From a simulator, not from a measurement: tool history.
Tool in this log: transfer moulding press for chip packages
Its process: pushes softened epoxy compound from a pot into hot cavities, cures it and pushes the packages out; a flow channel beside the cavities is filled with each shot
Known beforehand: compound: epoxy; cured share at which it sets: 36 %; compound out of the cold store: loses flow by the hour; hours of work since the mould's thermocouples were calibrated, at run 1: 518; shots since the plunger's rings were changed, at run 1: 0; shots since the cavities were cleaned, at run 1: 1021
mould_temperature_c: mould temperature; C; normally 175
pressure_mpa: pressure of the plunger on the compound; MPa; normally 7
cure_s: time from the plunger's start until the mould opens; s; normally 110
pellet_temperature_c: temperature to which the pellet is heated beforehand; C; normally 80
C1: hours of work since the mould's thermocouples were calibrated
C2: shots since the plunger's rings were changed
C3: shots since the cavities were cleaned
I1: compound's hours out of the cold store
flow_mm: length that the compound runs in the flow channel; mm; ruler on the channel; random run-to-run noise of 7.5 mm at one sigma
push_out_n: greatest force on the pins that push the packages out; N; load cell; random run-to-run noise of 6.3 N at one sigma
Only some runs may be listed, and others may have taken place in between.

Run 1, day 0: usual settings; C1 518; C2 0; C3 1021; I1 45.7. Result: flow_mm 889 mm, push_out_n 441 N.
At day 0.529: cavities cleaned with cleaning compound and waxed.
Run 2, day 0.783: usual settings but pressure_mpa 7.58 MPa; C1 531; C2 217; C3 76; I1 8.3. Result: flow_mm 998 mm, push_out_n 289 N.
Run 3, day 1.342: usual settings but pressure_mpa 7.58 MPa; C1 542; C2 387; C3 246; I1 42.3. Result: flow_mm 920 mm, push_out_n 349 N.
Run 4, day 2.179: usual settings but pressure_mpa 7.58 MPa; C1 557; C2 640; C3 499; I1 24.4. Result: flow_mm 948 mm, push_out_n 388 N.
Run 5, day 2.808: usual settings; C1 569; C2 830; C3 689; I1 41.7. Result: flow_mm 884 mm, push_out_n 416 N.
Run 6, day 3.733: usual settings; C1 586; C2 1110; C3 969; I1 23.3. Result: flow_mm 900 mm, push_out_n 430 N.
At day 4.421: cavities cleaned with cleaning compound and waxed.
Run 7, day 4.667: usual settings; C1 602; C2 1372; C3 73; I1 13.1. Result: flow_mm 923 mm, push_out_n 276 N.
Run 8, day 5.233: usual settings; C1 612; C2 1544; C3 245; I1 34.6. Result: flow_mm 877 mm, push_out_n 346 N.
Run 9, day 6.171: usual settings but pellet_temperature_c 77 C; C1 629; C2 1827; C3 528; I1 21.3. Result: flow_mm 891 mm, push_out_n 409 N.
Run 10, day 7.233: usual settings but pellet_temperature_c 77 C; C1 649; C2 2148; C3 849; I1 13.6. Result: flow_mm 891 mm, push_out_n 432 N.
At day 7.371: mould's thermocouples calibrated.
Run 11, day 8.05: usual settings but cure_s 97 s; C1 12; C2 2370; C3 1071; I1 47.6. Result: flow_mm 839 mm, push_out_n 522 N.
At day 8.425: cavities cleaned with cleaning compound and waxed.
Run 12, day 8.8: usual settings but cure_s 99 s; C1 25; C2 2577; C3 112; I1 46.9. Result: flow_mm 829 mm, push_out_n 347 N.
Run 13, day 9.596: usual settings but mould_temperature_c 171 C, pressure_mpa 5.84 MPa, cure_s 102 s, pellet_temperature_c 78 C; C1 40; C2 2818; C3 353; I1 8.1. Result: flow_mm 856 mm, push_out_n 560 N.
Run 14, day 10.146: usual settings but mould_temperature_c 173 C, pressure_mpa 5.74 MPa, cure_s 102 s, pellet_temperature_c 70 C; C1 50; C2 2985; C3 520; I1 27.2. Result: flow_mm 792 mm, push_out_n 508 N.
Run 15, day 11.129: usual settings but mould_temperature_c 173 C, pressure_mpa 5.74 MPa, cure_s 102 s, pellet_temperature_c 70 C; C1 68; C2 3281; C3 816; I1 40.5. Result: flow_mm 758 mm, push_out_n 525 N.

Here are 5 independent what-if runs from the current tool condition. What would each one return?
Run A, day 12.179: usual settings but mould_temperature_c 173 C, pressure_mpa 5.8 MPa, cure_s 102 s, pellet_temperature_c 87 C; C1 87; C2 3598; C3 1133; I1 39.7. Result: flow_mm ?, push_out_n ?.
Run B, day 12.179: usual settings but mould_temperature_c 173 C, pressure_mpa 5.74 MPa, cure_s 102 s, pellet_temperature_c 81 C; C1 87; C2 3598; C3 1133; I1 21.2. Result: flow_mm ?, push_out_n ?.
Run C, day 12.179: usual settings but cure_s 139 s; C1 87; C2 3598; C3 1133; I1 23.8. Result: flow_mm ?, push_out_n ?.
Run D, day 12.179: usual settings but mould_temperature_c 173 C, pressure_mpa 5.74 MPa, cure_s 141 s, pellet_temperature_c 70 C; C1 87; C2 3598; C3 1133; I1 14.1. Result: flow_mm ?, push_out_n ?.
Run E, day 12.179: usual settings but mould_temperature_c 172 C, pressure_mpa 6.18 MPa, pellet_temperature_c 77 C; C1 87; C2 3598; C3 1133; I1 41.5. Result: flow_mm ?, push_out_n ?.

run  flow_mm  push_out_n
  A      764         533
  B      791         573
  C      844         381
  D      799         378
  E      800         515
Without the tool's unlogged condition, the same runs would have read:
run  flow_mm  push_out_n
  A      824         310
  B      852         333
  C      910         209
  D      862         210
  E      862         299

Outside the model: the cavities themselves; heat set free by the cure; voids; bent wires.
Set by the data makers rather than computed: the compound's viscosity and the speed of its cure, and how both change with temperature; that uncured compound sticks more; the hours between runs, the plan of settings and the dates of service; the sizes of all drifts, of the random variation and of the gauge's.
